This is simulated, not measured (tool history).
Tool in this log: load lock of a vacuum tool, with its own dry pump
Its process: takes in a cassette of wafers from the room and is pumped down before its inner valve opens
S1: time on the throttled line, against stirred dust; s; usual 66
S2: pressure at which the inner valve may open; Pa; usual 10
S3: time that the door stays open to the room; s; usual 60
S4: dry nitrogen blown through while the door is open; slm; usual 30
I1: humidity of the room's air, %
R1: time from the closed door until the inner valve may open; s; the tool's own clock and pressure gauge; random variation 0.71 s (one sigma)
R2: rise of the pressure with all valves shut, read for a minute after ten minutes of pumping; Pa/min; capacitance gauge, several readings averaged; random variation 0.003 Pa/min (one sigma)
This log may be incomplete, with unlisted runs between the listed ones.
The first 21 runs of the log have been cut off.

Run 22, hour 1570.2: usual settings but S1 126 s, S2 20 Pa, S3 77 s, S4 14 slm; I1 44.8. Result: R1 153.3 s, R2 0.139 Pa/min.
Run 23, hour 1665.9: usual settings but S1 126 s, S2 20 Pa, S3 77 s, S4 14 slm; I1 43.6. Result: R1 153.1 s, R2 0.143 Pa/min.
Run 24, hour 1741.6: usual settings but S1 126 s, S2 20 Pa, S3 77 s, S4 15 slm; I1 44.7. Result: R1 154.3 s, R2 0.145 Pa/min.
Run 25, hour 1840.8: usual settings but S1 126 s, S2 20 Pa, S3 77 s, S4 15 slm; I1 42. Result: R1 151.8 s, R2 0.151 Pa/min.
Run 26, hour 1896.9: usual settings but S1 126 s, S2 20 Pa, S3 77 s, S4 15 slm; I1 46. Result: R1 153.4 s, R2 0.157 Pa/min.
Run 27, hour 1994.4: usual settings but S1 126 s, S2 20 Pa, S3 77 s, S4 15 slm; I1 40.7. Result: R1 155 s, R2 0.153 Pa/min.
Run 28, hour 2063.4: usual settings but S1 126 s, S2 20 Pa, S3 26 s, S4 16 slm; I1 47.1. Result: R1 155.1 s, R2 0.141 Pa/min.
Run 29, hour 2139.2: usual settings but S1 126 s, S2 20 Pa, S3 26 s, S4 16 slm; I1 48. Result: R1 154 s, R2 0.142 Pa/min.
Run 30, hour 2196.1: usual settings but S1 62 s, S3 41 s, S4 9 slm; I1 43.7. Result: R1 106.2 s, R2 0.152 Pa/min.
Run 31, hour 2241.6: usual settings but S1 62 s, S3 41 s, S4 9 slm; I1 47.5. Result: R1 106.7 s, R2 0.165 Pa/min.
Run 32, hour 2299.2: usual settings but S1 37 s, S2 17 Pa, S3 42 s, S4 4 slm; I1 42.8. Result: R1 82.9 s, R2 0.171 Pa/min.
Run 33, hour 2363.8: usual settings but S1 37 s, S2 17 Pa, S3 42 s, S4 4 slm; I1 45. Result: R1 81.4 s, R2 0.177 Pa/min.
Run 34, hour 2453: usual settings but S1 94 s, S2 9 Pa, S4 16 slm; I1 45.2. Result: R1 132.3 s, R2 0.179 Pa/min.
Run 35, hour 2549.7: usual settings but S1 94 s, S2 9 Pa, S4 16 slm; I1 46.5. Result: R1 133.3 s, R2 0.18 Pa/min.

What if the next run were any one of these 3? Each begins from the tool's condition after run 35:
Run A, hour 2611: usual settings but S3 59 s; I1 44.7. Result: R1 ?, R2 ?.
Run B, hour 2611: usual settings but S1 51 s, S2 8 Pa, S3 44 s, S4 16 slm; I1 43.7. Result: R1 ?, R2 ?.
Run C, hour 2611: usual settings but S1 98 s, S2 16 Pa, S4 16 slm; I1 45.2. Result: R1 ?, R2 ?.

run     R1     R2
  A  109.6  0.171
  B     99  0.174
  C  131.9  0.184
Take away the tool's hidden state, keep each run's random variation, and the runs would have read:
run     R1     R2
  A  107.9  0.029
  B   97.1  0.031
  C  130.5   0.04
